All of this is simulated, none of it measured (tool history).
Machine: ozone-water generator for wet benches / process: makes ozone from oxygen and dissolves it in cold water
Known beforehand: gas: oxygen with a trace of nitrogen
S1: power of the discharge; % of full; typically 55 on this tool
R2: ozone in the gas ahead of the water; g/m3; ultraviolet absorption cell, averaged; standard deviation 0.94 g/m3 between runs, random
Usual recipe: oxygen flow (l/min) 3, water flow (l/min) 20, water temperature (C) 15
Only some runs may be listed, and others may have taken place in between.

run 1 hour=0 | S1=55 oxygen_flow_(l/min)=3 water_flow_(l/min)=20 water_temperature_(C)=15 | dissolved_ozone_(ppm)=11.6 R2=160
run 2 hour=79.8 | S1=55 oxygen_flow_(l/min)=3 water_flow_(l/min)=20 water_temperature_(C)=10 | dissolved_ozone_(ppm)=12.3 R2=159.4
run 3 hour=120.9 | S1=49 oxygen_flow_(l/min)=3 water_flow_(l/min)=20 water_temperature_(C)=15 | dissolved_ozone_(ppm)=10.5 R2=145.7
run 4 hour=197.5 | S1=49 oxygen_flow_(l/min)=3 water_flow_(l/min)=20 water_temperature_(C)=15 | dissolved_ozone_(ppm)=10.7 R2=144.3
run 5 hour=281.4 | S1=49 oxygen_flow_(l/min)=3 water_flow_(l/min)=20 water_temperature_(C)=15 | dissolved_ozone_(ppm)=10.5 R2=144
run 6 hour=362.4 | S1=49 oxygen_flow_(l/min)=3 water_flow_(l/min)=20 water_temperature_(C)=15 | dissolved_ozone_(ppm)=10.7 R2=146
run 7 hour=399.7 | S1=55 oxygen_flow_(l/min)=4.29 water_flow_(l/min)=20 water_temperature_(C)=15 | dissolved_ozone_(ppm)=13 R2=138.5
run 8 hour=438.3 | S1=55 oxygen_flow_(l/min)=4.29 water_flow_(l/min)=20 water_temperature_(C)=15 | dissolved_ozone_(ppm)=12.9 R2=140
run 9 hour=485.7 | S1=55 oxygen_flow_(l/min)=3 water_flow_(l/min)=24 water_temperature_(C)=15 | dissolved_ozone_(ppm)=9.8 R2=158.2
run 10 hour=566 | S1=55 oxygen_flow_(l/min)=5.13 water_flow_(l/min)=20 water_temperature_(C)=15 | dissolved_ozone_(ppm)=13.6 R2=132.7
run 11 hour=610.2 | S1=55 oxygen_flow_(l/min)=5.13 water_flow_(l/min)=20 water_temperature_(C)=15 | dissolved_ozone_(ppm)=13.6 R2=132.5
run 12 hour=680.6 | S1=55 oxygen_flow_(l/min)=5.13 water_flow_(l/min)=13 water_temperature_(C)=15 | dissolved_ozone_(ppm)=19.2 R2=131.3
run 13 hour=726.9 | S1=55 oxygen_flow_(l/min)=3 water_flow_(l/min)=20 water_temperature_(C)=16 | dissolved_ozone_(ppm)=11.6 R2=159.1
run 14 hour=779.3 | S1=55 oxygen_flow_(l/min)=3 water_flow_(l/min)=20 water_temperature_(C)=15 | dissolved_ozone_(ppm)=11.7 R2=159.5
run 15 hour=829 | S1=55 oxygen_flow_(l/min)=3 water_flow_(l/min)=20 water_temperature_(C)=15 | dissolved_ozone_(ppm)=11.4 R2=160.3
run 16 hour=898.5 | S1=55 oxygen_flow_(l/min)=3 water_flow_(l/min)=15 water_temperature_(C)=15 | dissolved_ozone_(ppm)=15.3 R2=157.8
-- hour=906.3 contactor cleaned
run 17 hour=943.7 | S1=55 oxygen_flow_(l/min)=3 water_flow_(l/min)=20 water_temperature_(C)=15 | dissolved_ozone_(ppm)=11.5 R2=159.7
run 18 hour=1021.9 | S1=55 oxygen_flow_(l/min)=3 water_flow_(l/min)=20 water_temperature_(C)=15 | dissolved_ozone_(ppm)=11.7 R2=159
run 19 hour=1056.6 | S1=47 oxygen_flow_(l/min)=3 water_flow_(l/min)=20 water_temperature_(C)=12 | dissolved_ozone_(ppm)=10.4 R2=137.2
-- hour=1062.7 water thermometer calibrated
run 20 hour=1136.2 | S1=47 oxygen_flow_(l/min)=3 water_flow_(l/min)=20 water_temperature_(C)=12 | dissolved_ozone_(ppm)=10.4 R2=139.2
run 21 hour=1197.4 | S1=85 oxygen_flow_(l/min)=3.02 water_flow_(l/min)=20 water_temperature_(C)=15 | dissolved_ozone_(ppm)=16.6 R2=229.6
run 22 hour=1280 | S1=85 oxygen_flow_(l/min)=3.02 water_flow_(l/min)=20 water_temperature_(C)=15 | dissolved_ozone_(ppm)=16.7 R2=229.6
-- hour=1318.8 contactor cleaned, once more
run 23 hour=1351.8 | S1=72 oxygen_flow_(l/min)=2.61 water_flow_(l/min)=20 water_temperature_(C)=10 | dissolved_ozone_(ppm)=14.8 R2=207.6
run 24 hour=1430.3 | S1=55 oxygen_flow_(l/min)=4.58 water_flow_(l/min)=20 water_temperature_(C)=15 | dissolved_ozone_(ppm)=13.6 R2=135
run 25 hour=1492.9 | S1=55 oxygen_flow_(l/min)=1.95 water_flow_(l/min)=20 water_temperature_(C)=19 | dissolved_ozone_(ppm)=9.6 R2=184.5
run 26 hour=1553.4 | S1=76 oxygen_flow_(l/min)=3 water_flow_(l/min)=20 water_temperature_(C)=10 | dissolved_ozone_(ppm)=16.7 R2=209
run 27 hour=1635.4 | S1=79 oxygen_flow_(l/min)=1.85 water_flow_(l/min)=12 water_temperature_(C)=11 | dissolved_ozone_(ppm)=23.2 R2=256.2

Expected results for the next run?
run 28 hour=1672.8 | S1=79 oxygen_flow_(l/min)=5.17 water_flow_(l/min)=18 water_temperature_(C)=10 | dissolved_ozone_(ppm)=? R2=?

{"run 28": {"dissolved ozone (ppm)": 22.3, "R2": 177.7}}
Were there no unlogged condition in the tool, this run, its random variation unchanged, would have produced dissolved ozone (ppm) 22.8, R2 181.2 g/m3.

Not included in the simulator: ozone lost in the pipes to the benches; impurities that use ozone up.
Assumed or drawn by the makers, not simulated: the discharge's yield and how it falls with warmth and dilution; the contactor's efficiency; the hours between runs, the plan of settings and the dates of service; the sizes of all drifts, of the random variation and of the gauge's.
